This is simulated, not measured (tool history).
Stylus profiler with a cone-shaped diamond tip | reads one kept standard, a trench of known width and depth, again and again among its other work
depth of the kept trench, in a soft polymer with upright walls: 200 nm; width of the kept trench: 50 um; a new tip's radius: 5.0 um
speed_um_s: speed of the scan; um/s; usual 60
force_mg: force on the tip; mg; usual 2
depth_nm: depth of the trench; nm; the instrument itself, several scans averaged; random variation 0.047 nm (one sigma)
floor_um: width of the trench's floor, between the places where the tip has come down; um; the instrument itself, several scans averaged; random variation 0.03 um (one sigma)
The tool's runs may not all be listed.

run 1 hour=0 | speed_um_s=60 force_mg=2 | depth_nm=201.79 floor_um=46.25
run 2 hour=56.5 | speed_um_s=60 force_mg=2 | depth_nm=201.89 floor_um=46.25
run 3 hour=117.9 | speed_um_s=40 force_mg=2 | depth_nm=201.82 floor_um=46.29
run 4 hour=176.5 | speed_um_s=40 force_mg=2 | depth_nm=201.92 floor_um=46.29
run 5 hour=216.2 | speed_um_s=19 force_mg=2 | depth_nm=201.85 floor_um=46.37
run 6 hour=249.6 | speed_um_s=19 force_mg=2.71 | depth_nm=202.23 floor_um=46.36
run 7 hour=282.6 | speed_um_s=60 force_mg=2 | depth_nm=201.84 floor_um=46.13
run 8 hour=317.5 | speed_um_s=100 force_mg=2 | depth_nm=201.91 floor_um=45.87
run 9 hour=351.2 | speed_um_s=100 force_mg=2 | depth_nm=201.89 floor_um=45.94
run 10 hour=402.5 | speed_um_s=100 force_mg=2 | depth_nm=201.95 floor_um=45.86
run 11 hour=441.3 | speed_um_s=100 force_mg=2 | depth_nm=201.97 floor_um=45.82
run 12 hour=491 | speed_um_s=100 force_mg=2 | depth_nm=201.91 floor_um=45.86
run 13 hour=549.1 | speed_um_s=60 force_mg=1.77 | depth_nm=201.8 floor_um=46.06
-- hour=554.4 height scale calibrated on a step standard
run 14 hour=610.7 | speed_um_s=60 force_mg=2 | depth_nm=201.99 floor_um=46.02
run 15 hour=644.5 | speed_um_s=60 force_mg=2 | depth_nm=202.02 floor_um=46.02
run 16 hour=700.9 | speed_um_s=16 force_mg=2.74 | depth_nm=202.4 floor_um=46.31
run 17 hour=746.9 | speed_um_s=16 force_mg=1.73 | depth_nm=201.92 floor_um=46.24
run 18 hour=786.9 | speed_um_s=42 force_mg=3.2 | depth_nm=202.66 floor_um=46.14
run 19 hour=812.9 | speed_um_s=129 force_mg=2.39 | depth_nm=202.29 floor_um=45.6
run 20 hour=849.9 | speed_um_s=24 force_mg=1.03 | depth_nm=201.62 floor_um=46.11
-- hour=895.3 height scale calibrated on a step standard, once more
run 21 hour=907.6 | speed_um_s=22 force_mg=2 | depth_nm=201.36 floor_um=46.16
run 22 hour=962.3 | speed_um_s=168 force_mg=0.75 | depth_nm=200.69 floor_um=44.69
run 23 hour=1015.1 | speed_um_s=85 force_mg=0.76 | depth_nm=200.77 floor_um=45.53
run 24 hour=1075.8 | speed_um_s=85 force_mg=0.76 | depth_nm=200.73 floor_um=45.48
run 25 hour=1108.6 | speed_um_s=33 force_mg=1.99 | depth_nm=201.41 floor_um=46.06
run 26 hour=1166 | speed_um_s=95 force_mg=2.23 | depth_nm=201.53 floor_um=45.66
run 27 hour=1223.9 | speed_um_s=95 force_mg=2.23 | depth_nm=201.61 floor_um=45.7
run 28 hour=1258.5 | speed_um_s=60 force_mg=1.16 | depth_nm=201.06 floor_um=45.7
run 29 hour=1287.2 | speed_um_s=60 force_mg=1.16 | depth_nm=200.98 floor_um=45.77

4 ways to go on from here, each from the tool as it stands after run 29. What would each give?
run A hour=1346.7 | speed_um_s=137 force_mg=5.84 | depth_nm=? floor_um=?
run B hour=1346.7 | speed_um_s=22 force_mg=1.67 | depth_nm=? floor_um=?
run C hour=1346.7 | speed_um_s=60 force_mg=1.29 | depth_nm=? floor_um=?
run D hour=1346.7 | speed_um_s=29 force_mg=1.16 | depth_nm=? floor_um=?

run=A depth_nm=202.93 floor_um=45.71
run=B depth_nm=201.29 floor_um=46.05
run=C depth_nm=201.12 floor_um=45.68
run=D depth_nm=201.05 floor_um=45.94
Without the tool's hidden state the same runs would have given:
run=A depth_nm=202.89 floor_um=46.74
run=B depth_nm=201.25 floor_um=47.09
run=C depth_nm=201.08 floor_um=46.71
run=D depth_nm=201.02 floor_um=46.97

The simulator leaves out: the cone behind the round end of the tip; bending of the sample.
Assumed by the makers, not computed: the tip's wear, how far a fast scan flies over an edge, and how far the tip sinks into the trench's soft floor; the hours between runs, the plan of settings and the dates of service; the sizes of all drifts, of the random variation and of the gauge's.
